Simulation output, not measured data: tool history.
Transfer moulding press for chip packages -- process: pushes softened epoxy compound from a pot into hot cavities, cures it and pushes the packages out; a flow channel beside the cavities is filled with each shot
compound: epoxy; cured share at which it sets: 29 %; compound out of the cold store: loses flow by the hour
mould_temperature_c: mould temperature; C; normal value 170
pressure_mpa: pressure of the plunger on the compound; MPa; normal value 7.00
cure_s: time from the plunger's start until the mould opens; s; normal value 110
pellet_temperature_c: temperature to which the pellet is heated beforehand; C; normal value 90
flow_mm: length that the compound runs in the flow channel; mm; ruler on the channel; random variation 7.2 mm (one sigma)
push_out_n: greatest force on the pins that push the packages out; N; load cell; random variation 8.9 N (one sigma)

run   hour  mould_temperature_c  pressure_mpa  cure_s  pellet_temperature_c  incoming compound's hours out of the cold store  flow_mm  push_out_n
  1    0.0                  170          7.00     110                    90                                             22.4      747         665
  2   39.0                  170          7.00     110                    90                                             44.5      674         536
  3   56.8                  170          7.00     110                    90                                             27.4      734         735
  4   97.0                  170          7.00     110                    90                                             25.6      809         652
  5  139.7                  170          7.00     110                    81                                             38.6      740         617
  6  160.3                  170          7.00     110                    81                                             44.2      714         782
  7  201.2                  170          7.00     110                    90                                              9.3      887         783
  8  233.4                  170          7.00     110                    95                                             19.2      816         534
  9  265.1                  170          7.00     110                    95                                             36.1      739         804
 10  303.0                  170          7.00     110                    97                                             33.4      738         696
 11  335.0                  170          7.00     110                    97                                             11.5      826         552
 12  366.1                  170          7.00     110                    82                                             47.0      671         788
 13  397.7                  170          7.00     110                    90                                             31.2      726         714
 14  423.4                  170          8.35     110                    90                                             40.9      761         470
 15  454.9                  163          5.36      92                    88                                             33.0      635        1353
 16  491.5                  170          7.00     110                    89                                             36.7      714         759
 17  522.0                  170          7.00      97                    90                                             23.9      743         603
 18  548.6                  170          6.23     110                    91                                             41.2      641         825
 19  589.0                  170          7.08     110                    90                                             44.4      657         743
 20  613.2                  169          7.08     102                    90                                             22.9      746         585
 21  653.7                  169          7.08     102                    90                                             17.6      850         450
 22  673.6                  170          7.00      93                    97                                             45.3      715         777
 23  713.6                  173          7.00     110                    91                                             15.5      832         553
 24  753.4                  168          7.60     110                    90                                             35.9      790         493
 25  789.1                  171          5.75     126                    94                                             34.2      678         767
 26  822.6                  171          5.75     136                    94                                             35.5      661         706

The log once held 21 entries between its listed runs, left out of this copy. Where does each go, and what is different about the tool's unlogged condition between the listed run before it and the listed run after it?
Run 1 -> run 2: cavities cleaned with cleaning compound and waxed (hour 31.8)
  true mould temperature over the reading, C: -1.04 -> -1.09; pressure that reaches the compound, % of what is set: 85.23 -> 83.94; grip of the stained cavities, % over clean ones': 63.5 -> 33.5
  the result without the hidden state subtracted from the measured one, flow_mm: -59 -> -59 mm; push_out_n: +266 -> +140 N
Run 3 -> run 4: cavities cleaned with cleaning compound and waxed (hour 78.4); plunger's sealing rings changed (hour 95.5)
  true mould temperature over the reading, C: -1.12 -> -1.18; pressure that reaches the compound, % of what is set: 83.34 -> 99.36; grip of the stained cavities, % over clean ones': 80.3 -> 60.7
  the result without the hidden state subtracted from the measured one, flow_mm: -68 -> +1 mm; push_out_n: +332 -> +252 N
Run 4 -> run 5: cavities cleaned with cleaning compound and waxed (hour 128.2)
  true mould temperature over the reading, C: -1.18 -> -1.25; pressure that reaches the compound, % of what is set: 99.36 -> 97.87; grip of the stained cavities, % over clean ones': 60.7 -> 51.8
  the result without the hidden state subtracted from the measured one, flow_mm: +1 -> -5 mm; push_out_n: +252 -> +218 N
Run 5 -> run 6: mould's thermocouples calibrated (hour 158.1)
  true mould temperature over the reading, C: -1.25 -> -1.86; pressure that reaches the compound, % of what is set: 97.87 -> 97.21; grip of the stained cavities, % over clean ones': 51.8 -> 94.1
  the result without the hidden state subtracted from the measured one, flow_mm: -5 -> -6 mm; push_out_n: +218 -> +392 N
Run 6 -> run 7: cavities cleaned with cleaning compound and waxed (hour 179.0)
  true mould temperature over the reading, C: -1.86 -> -1.92; pressure that reaches the compound, % of what is set: 97.21 -> 95.78; grip of the stained cavities, % over clean ones': 94.1 -> 79.8
  the result without the hidden state subtracted from the measured one, flow_mm: -6 -> -14 mm; push_out_n: +392 -> +362 N
Run 7 -> run 8: cavities cleaned with cleaning compound and waxed (hour 227.9)
  true mould temperature over the reading, C: -1.92 -> -1.97; pressure that reaches the compound, % of what is set: 95.78 -> 94.72; grip of the stained cavities, % over clean ones': 79.8 -> 23.9
  the result without the hidden state subtracted from the measured one, flow_mm: -14 -> -17 mm; push_out_n: +362 -> +117 N
Run 9 -> run 10: mould's thermocouples calibrated, once more (hour 269.7); cavities cleaned with cleaning compound and waxed (hour 276.9)
  true mould temperature over the reading, C: -2.02 -> -0.16; pressure that reaches the compound, % of what is set: 93.53 -> 92.33; grip of the stained cavities, % over clean ones': 99.8 -> 81.7
  the result without the hidden state subtracted from the measured one, flow_mm: -21 -> -29 mm; push_out_n: +417 -> +314 N
Run 10 -> run 11: cavities cleaned with cleaning compound and waxed (hour 326.0)
  true mould temperature over the reading, C: -0.16 -> -0.21; pressure that reaches the compound, % of what is set: 92.33 -> 91.22; grip of the stained cavities, % over clean ones': 81.7 -> 38.1
  the result without the hidden state subtracted from the measured one, flow_mm: -29 -> -39 mm; push_out_n: +314 -> +152 N
Run 12 -> run 13: cavities cleaned with cleaning compound and waxed (hour 373.4)
  true mould temperature over the reading, C: -0.25 -> -0.29; pressure that reaches the compound, % of what is set: 90.13 -> 89.05; grip of the stained cavities, % over clean ones': 103.4 -> 80.1
  the result without the hidden state subtracted from the measured one, flow_mm: -35 -> -43 mm; push_out_n: +400 -> +317 N
Run 13 -> run 14: cavities cleaned with cleaning compound and waxed (hour 420.0)
  true mould temperature over the reading, C: -0.29 -> -0.33; pressure that reaches the compound, % of what is set: 89.05 -> 88.11; grip of the stained cavities, % over clean ones': 80.1 -> 17.9
  the result without the hidden state subtracted from the measured one, flow_mm: -43 -> -49 mm; push_out_n: +317 -> +73 N
Run 15 -> run 16: cavities cleaned with cleaning compound and waxed (hour 465.9)
  true mould temperature over the reading, C: -0.38 -> -0.44; pressure that reaches the compound, % of what is set: 86.95 -> 85.72; grip of the stained cavities, % over clean ones': 98 -> 85.4
  the result without the hidden state subtracted from the measured one, flow_mm: -46 -> -56 mm; push_out_n: +682 -> +352 N
Run 16 -> run 17: cavities cleaned with cleaning compound and waxed (hour 511.4)
  true mould temperature over the reading, C: -0.44 -> -0.49; pressure that reaches the compound, % of what is set: 85.72 -> 84.57; grip of the stained cavities, % over clean ones': 85.4 -> 44.4
  the result without the hidden state subtracted from the measured one, flow_mm: -56 -> -64 mm; push_out_n: +352 -> +192 N
Run 18 -> run 19: cavities cleaned with cleaning compound and waxed (hour 558.5)
  true mould temperature over the reading, C: -0.52 -> -0.58; pressure that reaches the compound, % of what is set: 83.59 -> 82.16; grip of the stained cavities, % over clean ones': 100.9 -> 89.2
  the result without the hidden state subtracted from the measured one, flow_mm: -59 -> -67 mm; push_out_n: +415 -> +354 N
Run 19 -> run 20: cavities cleaned with cleaning compound and waxed (hour 605.6)
  true mould temperature over the reading, C: -0.58 -> -0.62; pressure that reaches the compound, % of what is set: 82.16 -> 81.37; grip of the stained cavities, % over clean ones': 89.2 -> 32.6
  the result without the hidden state subtracted from the measured one, flow_mm: -67 -> -80 mm; push_out_n: +354 -> +150 N
Run 20 -> run 21: plunger's sealing rings changed (hour 619.1); cavities cleaned with cleaning compound and waxed (hour 653.7)
  true mould temperature over the reading, C: -0.62 -> -0.67; pressure that reaches the compound, % of what is set: 81.37 -> 98.77; grip of the stained cavities, % over clean ones': 32.6 -> 4.7
  the result without the hidden state subtracted from the measured one, flow_mm: -80 -> -4 mm; push_out_n: +150 -> +29 N
Run 22 -> run 23: cavities cleaned with cleaning compound and waxed (hour 701.9)
  true mould temperature over the reading, C: -0.71 -> -0.77; pressure that reaches the compound, % of what is set: 98.09 -> 96.69; grip of the stained cavities, % over clean ones': 72.9 -> 44.1
  the result without the hidden state subtracted from the measured one, flow_mm: -6 -> -13 mm; push_out_n: +338 -> +170 N
Run 23 -> run 24: cavities cleaned with cleaning compound and waxed (hour 749.6)
  true mould temperature over the reading, C: -0.77 -> -0.82; pressure that reaches the compound, % of what is set: 96.69 -> 95.28; grip of the stained cavities, % over clean ones': 44.1 -> 19.2
  the result without the hidden state subtracted from the measured one, flow_mm: -13 -> -17 mm; push_out_n: +170 -> +87 N
Run 25 -> run 26: cavities cleaned with cleaning compound and waxed (hour 795.3)
  true mould temperature over the reading, C: -0.87 -> -0.92; pressure that reaches the compound, % of what is set: 94.04 -> 92.78; grip of the stained cavities, % over clean ones': 102.3 -> 88.4
  the result without the hidden state subtracted from the measured one, flow_mm: -20 -> -23 mm; push_out_n: +391 -> +332 N
